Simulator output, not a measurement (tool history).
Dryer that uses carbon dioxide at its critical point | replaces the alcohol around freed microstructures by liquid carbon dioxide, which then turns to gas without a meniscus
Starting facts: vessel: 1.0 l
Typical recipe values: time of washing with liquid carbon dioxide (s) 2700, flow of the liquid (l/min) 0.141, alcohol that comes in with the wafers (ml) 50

| run | hour | time of washing with liquid carbon dioxide (s) | flow of the liquid (l/min) | alcohol that comes in with the wafers (ml) | alcohol left in the vessel before it's heated (ppm by volume) |
|---|---|---|---|---|---|
| 1 | 0 | 2700 | 0.141 | 50 | 641 |
| 2 | 25.9 | 2700 | 0.141 | 70 | 886 |
| 3 | 49.7 | 2700 | 0.141 | 70 | 922 |
| 4 | 70.2 | 2700 | 0.141 | 50 | 675 |
| 5 | 95.9 | 2700 | 0.22 | 50 | 83 |
| 6 | 126.1 | 2700 | 0.141 | 51 | 720 |
| 7 | 163.1 | 2700 | 0.141 | 51 | 756 |
| 8 | 182.3 | 2700 | 0.141 | 24 | 382 |
| 9 | 206.4 | 2700 | 0.141 | 50 | 761 |
| 10 | 233.9 | 2700 | 0.141 | 50 | 775 |
| 11 | 252.7 | 2700 | 0.175 | 50 | 322 |
| 12 | 271.5 | 4140 | 0.141 | 50 | 126 |
| 13 | 296.6 | 4140 | 0.141 | 50 | 146 |
| 14 | 326.9 | 4140 | 0.141 | 50 | 139 |
| 15 | 357.4 | 2700 | 0.141 | 50 | 512 |
| 16 | 385 | 2700 | 0.141 | 50 | 501 |
| 17 | 416.8 | 2700 | 0.141 | 50 | 523 |
| 18 | 442.4 | 2700 | 0.141 | 104 | 1039 |
| 19 | 468.7 | 2700 | 0.141 | 104 | 1049 |
| 20 | 505.5 | 2700 | 0.141 | 104 | 1068 |
| 21 | 526.7 | 2700 | 0.141 | 58 | 653 |
| 22 | 565.1 | 2700 | 0.132 | 50 | 796 |
| 23 | 598.1 | 2700 | 0.132 | 50 | 778 |
| 24 | 619.8 | 2700 | 0.132 | 25 | 446 |
| 25 | 650.7 | 2700 | 0.094 | 50 | 2442 |
| 26 | 679.9 | 2700 | 0.141 | 110 | 1262 |
| 27 | 696.1 | 2700 | 0.141 | 110 | 1298 |
| 28 | 717.6 | 2700 | 0.18 | 24 | 185 |
| 29 | 754.3 | 2340 | 0.124 | 25 | 941 |
| 30 | 788.9 | 4200 | 0.202 | 51 | 131 |
| 31 | 816.3 | 2280 | 0.16 | 50 | 825 |
| 32 | 847.2 | 3300 | 0.187 | 75 | 196 |
| 33 | 874.4 | 3300 | 0.187 | 75 | 194 |
| 34 | 898.9 | 2220 | 0.145 | 36 | 1010 |
| 35 | 915.7 | 2940 | 0.146 | 26 | 313 |
| 36 | 945.1 | 2820 | 0.151 | 80 | 749 |
| 37 | 962.4 | 2820 | 0.151 | 80 | 764 |
| 38 | 987.7 | 2820 | 0.151 | 80 | 806 |
| 39 | 1003.7 | 4320 | 0.142 | 50 | 198 |
| 40 | 1023.3 | 4320 | 0.142 | 50 | 196 |
| 41 | 1057.7 | 1860 | 0.135 | 50 | 3201 |
| 42 | 1081.2 | 1980 | 0.216 | 50 | 587 |
| 43 | 1100.7 | 1980 | 0.216 | 50 | 603 |
| 44 | 1135 | 1980 | 0.216 | 50 | 640 |
| 45 | 1155.8 | 2700 | 0.138 | 84 | 1518 |
| 46 | 1179.5 | 1620 | 0.146 | 82 | 6253 |

Not shown: 1 entry that the log had between the listed runs. Between which runs, and how does the tool's hidden state differ before and after?
Logged between run 14 and run 15: inlet filter changed (hour 344.4)
  flow that reaches the vessel past the clogged filter, %: 87.1 -> 99.4; alcohol in the recycled carbon dioxide, ppm: 62.1 -> 66.3
  the result without the hidden state subtracted from the measured one, alcohol left in the vessel before it's heated (ppm by volume): +106 -> +76

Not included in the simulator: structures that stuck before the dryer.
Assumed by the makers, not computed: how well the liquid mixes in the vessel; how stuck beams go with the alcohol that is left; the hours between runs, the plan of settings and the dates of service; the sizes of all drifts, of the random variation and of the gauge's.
